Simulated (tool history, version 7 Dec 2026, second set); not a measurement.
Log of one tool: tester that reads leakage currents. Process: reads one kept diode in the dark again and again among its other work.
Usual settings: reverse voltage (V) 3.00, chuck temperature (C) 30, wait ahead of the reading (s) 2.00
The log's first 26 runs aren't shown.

run	hour	reverse voltage (V)	chuck temperature (C)	wait ahead of the reading (s)	hours of work since the probe card was cleaned	hours of work since the tester was calibrated	hours of work since the chuck was calibrated	current that the tester gives (pA)
27	2392.8	3.78	24	7.16	336	3698	776	96.88
28	2468.2	4.82	21	4.86	376	3738	815	88.90
29	2536.1	16.11	30	0.41	412	3773	851	379.78
30	2630.9	2.43	54	2.00	462	3823	901	668.83
31	2742.5	2.43	40	2.00	521	3882	960	254.16
32	2816.5	5.92	40	0.97	560	3921	999	434.48
33	2912.8	12.70	47	5.44	611	3972	1050	1117.56
# hour 2951.0: tester calibrated
34	2983.8	12.70	47	0.42	647	17	1087	1117.48
35	3098.8	12.70	57	0.57	708	78	1147	2166.37
36	3189.4	3.00	52	0.92	756	126	1195	665.90
37	3314.0	3.00	52	0.92	822	192	1261	666.57
38	3376.7	3.00	52	0.92	855	225	1294	669.61
39	3490.1	3.00	52	0.92	915	285	1354	669.10
40	3544.0	3.00	52	2.32	943	313	1382	670.78
41	3627.0	8.51	28	2.00	987	357	1426	224.91

Forecast each of these 3 alternatives for the next run:
A	3719.6	2.90	30	2.00	1036	406	1475	?
B	3719.6	8.56	28	0.36	1036	406	1475	?
C	3719.6	1.42	21	1.18	1036	406	1475	?

run	current that the tester gives (pA)
A	137.41
B	232.94
C	44.81
Without the tool's hidden state the same runs would have given:
run	current that the tester gives (pA)
A	126.60
B	212.97
C	40.88
